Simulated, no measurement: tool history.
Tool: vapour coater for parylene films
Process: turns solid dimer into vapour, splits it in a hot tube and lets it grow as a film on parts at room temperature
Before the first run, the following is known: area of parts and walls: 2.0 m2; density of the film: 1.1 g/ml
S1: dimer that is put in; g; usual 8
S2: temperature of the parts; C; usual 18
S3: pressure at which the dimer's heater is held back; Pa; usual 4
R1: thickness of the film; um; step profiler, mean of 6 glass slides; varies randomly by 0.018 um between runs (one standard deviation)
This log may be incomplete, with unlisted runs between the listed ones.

run,hour,S1,S2,S3,R1
1,0,8,18,4,1.69
2,66.6,8,18,4,1.67
3,95.5,8,18,4,1.71
4,131.1,5,18,4,1.07
5,176.2,5,18,4,1.07
6,225,5,18,4,1.05
7,273,5,18,4,1.03
8,327.8,8,24,4,1.31
9,394.2,8,24,4,1.29
10,431.4,3,18,4,0.59
11,490.9,3,18,4,0.64
12,533.7,8,18,4,1.65
13,564.7,8,18,4,1.64
14,597,8,14,4,1.99
15,659.5,8,14,4,1.92
16,689.4,8,14,4,1.94
17,734,8,14,4,1.94
18,767,8,18,4,1.59
19,812.7,8,18,4,1.61
20,878.8,8,18,4,1.6
21,910.7,8,18,4,1.6
22,944.4,8,18,4,1.6
23,1006.3,3,14,4,0.7
24,1053.3,8,11,2.9,2.28
25,1085.9,8,20,4.25,1.46
26,1145.5,8,20,4.25,1.44
27,1211.4,9,18,8.95,1.59
28,1258.9,8,26,11.97,0.96
29,1326.5,8,26,11.97,0.94
30,1376.4,8,26,11.97,0.93
31,1408.2,4,29,2.71,0.57
32,1469,4,29,2.71,0.54
33,1517.1,4,29,2.71,0.58
34,1549.7,13,13,8.1,2.99
35,1609.2,4,11,5.29,1.09
36,1637.2,4,22,2.48,0.78

Withheld: 2 entries from between the runs. Position of each, and hidden state at the listed run before versus the listed run after:
Logged between run 26 and run 27: trap's valve overhauled (hour 1192.2)
  vapour lost through the trap's worn valve, %: 5 -> 0.6; true temperature of the parts over the reading, C: 0.99 -> 1.01
  what was measured, less what the result would be without the hidden state, R1: -0.14 -> -0.08 um
Logged between run 32 and run 33: table's thermometer calibrated (hour 1480.1)
  vapour lost through the trap's worn valve, %: 1.6 -> 1.8; true temperature of the parts over the reading, C: 1.08 -> 0
  what was measured, less what the result would be without the hidden state, R1: -0.03 -> -0.01 um
